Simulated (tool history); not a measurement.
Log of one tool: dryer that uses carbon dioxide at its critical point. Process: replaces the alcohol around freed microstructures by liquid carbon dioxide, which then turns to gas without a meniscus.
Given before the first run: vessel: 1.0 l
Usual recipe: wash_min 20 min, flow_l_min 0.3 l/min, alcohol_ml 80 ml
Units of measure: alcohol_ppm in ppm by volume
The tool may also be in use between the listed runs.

run   hour  wash_min  flow_l_min  alcohol_ml  alcohol_ppm
  1      0        20         0.3          80         1538
  2    8.1        20         0.3          80         1554
  3   13.9        20         0.3          80         1502
  4   19.5        20         0.3          80         1501
  5   27.7        20         0.3          80         1574
  6     34        20       0.422          80          357
  7   40.9        20         0.3          80         1608
  8   46.5        20         0.3          80         1540
  9   54.7        20         0.3          80         1618
 10   64.5        20         0.3          80         1625
 11   72.7        20         0.3          80         1639
 12     82        31         0.3          80          253
 13   89.3        31         0.3          80          254
 14   95.7        20         0.3          27          598
 15  100.3        20         0.3          27          607
 16  108.7        20         0.3          21          484
 17  115.5        20         0.3          21          498
 18  122.3        22         0.3          21          367
 19  130.9        20         0.3          55         1217
 20    139        20         0.3          55         1202
 21  149.5        20         0.3          55         1189
 22  153.9        20         0.3          31          726
 23  158.5        20         0.3          31          717
 24  168.4        17       0.375          31          609
 25  174.2        17       0.375          31          591
 26  179.2        17       0.375          31          594
 27  189.4        20         0.3          90         2027
 28  199.4        20         0.3          90         2017
 29  204.6        20         0.3          90         2015
 30  213.2        27       0.228          90         1948
 31  220.3        27       0.228          90         1905
 32  228.6        13       0.228          24         3765
 33  234.5        13       0.228          24         3793
 34  240.2        13       0.228          24         3796
 35  249.1        13       0.228          24         3797
 36  259.9        20       0.483          46          196
 37  265.8        20       0.483          46          203
 38  274.1        20       0.483          46          206
 39  284.7        20       0.227          80         4767
 40  289.5        20       0.227          80         4844
 41  298.1        20       0.353          33          494
 42  307.3        20       0.353          33          507
 43  318.1        20       0.312          80         1759
 44  328.6        18         0.3          21          854
 45  333.2        20         0.3          42         1149
 46    342        18       0.372          31          607

Some steps in alcohol_ppm, run to run, broken into two amounts with sign: the step expected even without the hidden condition (settings, incoming material, random variation), and the rest, left for the hidden condition together with whatever gauge scatter is not in both the measured and the hidden-condition-free result:
Hidden conditions of the tool in this case: flow that reaches the vessel past the clogged filter, %; alcohol in the recycled carbon dioxide, ppm; drift of the gauge itself on alcohol_ppm, %.
Run 35 -> 36: wash_min 13 -> 20, flow_l_min 0.228 -> 0.483, alcohol_ml 24 -> 46. alcohol_ppm -3601 ppm by volume: hidden state -895, all else -2706.
Run 38 -> 39: flow_l_min 0.483 -> 0.227, alcohol_ml 46 -> 80. alcohol_ppm +4561 ppm by volume: hidden state +1722, all else +2839.
Run 40 -> 41: flow_l_min 0.227 -> 0.353, alcohol_ml 80 -> 33. alcohol_ppm -4350 ppm by volume: hidden state -1616, all else -2734.
